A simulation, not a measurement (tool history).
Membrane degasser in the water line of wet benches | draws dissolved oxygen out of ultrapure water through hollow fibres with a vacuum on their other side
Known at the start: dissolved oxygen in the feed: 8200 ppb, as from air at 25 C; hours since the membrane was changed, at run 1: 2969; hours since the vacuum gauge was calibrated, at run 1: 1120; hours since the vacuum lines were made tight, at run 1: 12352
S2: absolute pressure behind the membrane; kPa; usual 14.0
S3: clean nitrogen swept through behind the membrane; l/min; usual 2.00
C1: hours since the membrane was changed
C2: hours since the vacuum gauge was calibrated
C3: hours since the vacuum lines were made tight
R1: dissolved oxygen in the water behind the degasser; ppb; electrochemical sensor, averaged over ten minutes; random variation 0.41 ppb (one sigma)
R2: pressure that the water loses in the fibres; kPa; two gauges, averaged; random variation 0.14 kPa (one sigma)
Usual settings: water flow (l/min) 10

run 1 day=0.000 | water_flow_(l/min)=10 S2=14.0 S3=2.00 | C1=2969 C2=1120 C3=12352 | R1=139.2 R2=47.72
run 2 day=2.271 | water_flow_(l/min)=10 S2=14.0 S3=0.93 | C1=3023 C2=1174 C3=12406 | R1=281.1 R2=47.77
run 3 day=4.192 | water_flow_(l/min)=10 S2=14.0 S3=0.93 | C1=3069 C2=1221 C3=12453 | R1=279.2 R2=47.39
run 4 day=5.512 | water_flow_(l/min)=10 S2=14.0 S3=0.93 | C1=3101 C2=1252 C3=12484 | R1=278.5 R2=47.50
run 5 day=7.225 | water_flow_(l/min)=10 S2=13.3 S3=0.93 | C1=3142 C2=1293 C3=12525 | R1=262.2 R2=47.50
run 6 day=9.038 | water_flow_(l/min)=10 S2=13.3 S3=0.93 | C1=3186 C2=1337 C3=12569 | R1=263.2 R2=47.46
run 7 day=10.758 | water_flow_(l/min)=10 S2=13.3 S3=0.93 | C1=3227 C2=1378 C3=12610 | R1=263.5 R2=47.71
run 8 day=12.433 | water_flow_(l/min)=10 S2=13.3 S3=0.93 | C1=3267 C2=1418 C3=12650 | R1=262.8 R2=47.50
run 9 day=14.088 | water_flow_(l/min)=10 S2=13.3 S3=0.93 | C1=3307 C2=1458 C3=12690 | R1=264.2 R2=47.93
-- day=14.342 vacuum gauge calibrated
run 10 day=16.212 | water_flow_(l/min)=10 S2=14.0 S3=2.00 | C1=3358 C2=45 C3=12741 | R1=139.8 R2=47.70
run 11 day=18.492 | water_flow_(l/min)=10 S2=14.0 S3=2.15 | C1=3412 C2=100 C3=12795 | R1=130.3 R2=47.89
run 12 day=20.212 | water_flow_(l/min)=10 S2=14.0 S3=2.15 | C1=3453 C2=141 C3=12836 | R1=132.0 R2=47.73
run 13 day=22.150 | water_flow_(l/min)=10 S2=14.0 S3=2.00 | C1=3500 C2=187 C3=12883 | R1=140.1 R2=47.91
run 14 day=24.967 | water_flow_(l/min)=10 S2=14.0 S3=2.00 | C1=3568 C2=255 C3=12951 | R1=141.2 R2=47.88
run 15 day=27.100 | water_flow_(l/min)=10 S2=17.5 S3=2.00 | C1=3619 C2=306 C3=13002 | R1=182.9 R2=47.80
run 16 day=29.804 | water_flow_(l/min)=12 S2=20.9 S3=5.17 | C1=3684 C2=371 C3=13067 | R1=110.3 R2=57.34
-- day=30.488 vacuum gauge calibrated, once more
run 17 day=31.988 | water_flow_(l/min)=9 S2=21.9 S3=2.00 | C1=3736 C2=36 C3=13119 | R1=216.0 R2=42.85
run 18 day=33.654 | water_flow_(l/min)=9 S2=21.9 S3=2.00 | C1=3776 C2=76 C3=13159 | R1=215.6 R2=42.95
run 19 day=36.275 | water_flow_(l/min)=12 S2=19.2 S3=3.61 | C1=3839 C2=139 C3=13222 | R1=139.5 R2=57.11
run 20 day=37.767 | water_flow_(l/min)=12 S2=19.2 S3=3.61 | C1=3874 C2=175 C3=13257 | R1=139.6 R2=57.41
run 21 day=40.867 | water_flow_(l/min)=10 S2=19.0 S3=3.67 | C1=3949 C2=249 C3=13332 | R1=113.6 R2=47.79
run 22 day=42.533 | water_flow_(l/min)=10 S2=13.8 S3=2.86 | C1=3989 C2=289 C3=13372 | R1=98.6 R2=47.77
run 23 day=45.221 | water_flow_(l/min)=10 S2=13.8 S3=2.86 | C1=4053 C2=354 C3=13436 | R1=98.4 R2=47.73
run 24 day=46.867 | water_flow_(l/min)=12 S2=19.6 S3=1.73 | C1=4093 C2=393 C3=13476 | R1=282.6 R2=57.54
run 25 day=49.975 | water_flow_(l/min)=12 S2=21.7 S3=2.74 | C1=4167 C2=468 C3=13550 | R1=208.3 R2=57.26
run 26 day=52.208 | water_flow_(l/min)=12 S2=20.6 S3=4.78 | C1=4221 C2=521 C3=13604 | R1=116.6 R2=57.30
run 27 day=54.612 | water_flow_(l/min)=14 S2=14.0 S3=2.00 | C1=4279 C2=579 C3=13662 | R1=192.2 R2=67.01
run 28 day=57.679 | water_flow_(l/min)=9 S2=24.7 S3=1.36 | C1=4352 C2=653 C3=13735 | R1=351.9 R2=42.94
run 29 day=59.083 | water_flow_(l/min)=11 S2=22.0 S3=4.59 | C1=4386 C2=686 C3=13769 | R1=120.3 R2=52.66

5 ways to go on from here, each from the tool as it stands after run 29. What would each give?
run A day=60.658 | water_flow_(l/min)=12 S2=32.0 S3=2.85 | C1=4424 C2=724 C3=13807 | R1=? R2=?
run B day=60.658 | water_flow_(l/min)=10 S2=14.0 S3=1.52 | C1=4424 C2=724 C3=13807 | R1=? R2=?
run C day=60.658 | water_flow_(l/min)=9 S2=9.7 S3=2.00 | C1=4424 C2=724 C3=13807 | R1=? R2=?
run D day=60.658 | water_flow_(l/min)=6 S2=14.0 S3=2.00 | C1=4424 C2=724 C3=13807 | R1=? R2=?
run E day=60.658 | water_flow_(l/min)=8 S2=32.0 S3=2.00 | C1=4424 C2=724 C3=13807 | R1=? R2=?

run=A R1=306.1 R2=57.65
run=B R1=180.3 R2=47.90
run=C R1=77.8 R2=42.89
run=D R1=88.2 R2=28.64
run=E R1=294.0 R2=38.22
Without the tool's hidden state the same runs would have given:
run=A R1=291.8 R2=56.97
run=B R1=170.6 R2=47.34
run=C R1=72.7 R2=42.38
run=D R1=80.1 R2=28.30
run=E R1=274.2 R2=37.77
